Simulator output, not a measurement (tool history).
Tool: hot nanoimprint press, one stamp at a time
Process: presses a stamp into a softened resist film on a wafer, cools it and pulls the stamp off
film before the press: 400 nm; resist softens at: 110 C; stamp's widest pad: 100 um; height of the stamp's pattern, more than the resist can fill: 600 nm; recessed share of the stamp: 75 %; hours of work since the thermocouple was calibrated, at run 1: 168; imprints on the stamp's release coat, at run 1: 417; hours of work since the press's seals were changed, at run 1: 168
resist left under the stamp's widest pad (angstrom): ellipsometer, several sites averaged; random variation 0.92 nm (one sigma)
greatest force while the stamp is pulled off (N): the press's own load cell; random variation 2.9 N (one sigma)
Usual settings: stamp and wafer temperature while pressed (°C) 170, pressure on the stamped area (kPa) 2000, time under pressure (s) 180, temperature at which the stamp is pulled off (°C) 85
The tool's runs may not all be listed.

run	day	stamp and wafer temperature while pressed (°C)	pressure on the stamped area (kPa)	time under pressure (s)	temperature at which the stamp is pulled off (°C)	hours of work since the thermocouple was calibrated	imprints on the stamp's release coat	hours of work since the press's seals were changed	resist left under the stamp's widest pad (angstrom)	greatest force while the stamp is pulled off (N)
1	0	170	2000	180	85	168	417	168	1989	171
2	0.596	170	2000	180	85	176	448	176	1986	175
3	1.092	170	2000	180	85	183	474	183	2011	172
4	1.733	170	2000	234	85	192	507	192	1790	178
5	2.342	170	2000	234	85	200	539	200	1805	176
6	3	170	2000	180	91	209	574	209	1995	147
7	3.333	170	2000	180	85	213	591	213	2003	181
8	3.804	170	2610	180	85	219	616	219	1797	178
9	4.438	170	2610	180	85	228	649	228	1807	174
10	5.05	170	2610	180	85	236	681	236	1793	166
11	5.592	170	2610	180	85	244	709	244	1802	175
12	6.308	170	2000	180	86	253	747	253	2003	174
13	6.717	170	2000	180	86	259	768	259	1996	170
14	7.367	170	2000	180	86	268	802	268	1994	176
15	7.712	170	2000	180	86	272	820	272	1997	173
16	8.3	168	1680	161	72	280	851	280	2445	234
17	8.958	170	2000	336	85	289	886	289	1570	176
18	9.596	170	1580	299	85	298	919	298	1821	181
19	10.004	169	1580	294	85	303	940	303	1946	174
20	10.567	158	1580	115	85	311	970	311	3667	177
21	11.071	179	1780	180	85	317	996	317	1286	177
22	11.592	173	2000	185	74	324	1023	324	1680	224
23	12.104	167	1950	196	91	331	1050	331	2317	152
24	12.717	159	1460	125	77	340	1082	340	3623	207
25	13.421	158	1510	208	85	349	1119	349	3473	169
26	13.846	158	2150	208	81	355	1141	355	3285	187
27	14.55	174	2000	180	83	364	1178	364	1638	185
28	14.929	174	1580	180	84	369	1198	369	1791	176
29	15.221	174	1580	180	84	373	1213	373	1791	180

3 ways to go on from here, each from the tool as it stands after run 29. What would each give?
# day 15.417: gauge calibrated
# day 15.767: stamp cleaned and given a new release coat
A	15.975	170	1320	180	85	380	11	380	?	?
# day 15.417: gauge calibrated
# day 15.767: stamp cleaned and given a new release coat
B	15.975	170	2390	180	81	380	11	380	?	?
# day 15.417: gauge calibrated
# day 15.767: stamp cleaned and given a new release coat
C	15.975	167	1270	180	85	380	11	380	?	?

run	resist left under the stamp's widest pad (angstrom)	greatest force while the stamp is pulled off (N)
A	2305	172
B	1851	186
C	2678	172
Without the tool's hidden state the same runs would have given:
run	resist left under the stamp's widest pad (angstrom)	greatest force while the stamp is pulled off (N)
A	2302	172
B	1848	186
C	2675	172

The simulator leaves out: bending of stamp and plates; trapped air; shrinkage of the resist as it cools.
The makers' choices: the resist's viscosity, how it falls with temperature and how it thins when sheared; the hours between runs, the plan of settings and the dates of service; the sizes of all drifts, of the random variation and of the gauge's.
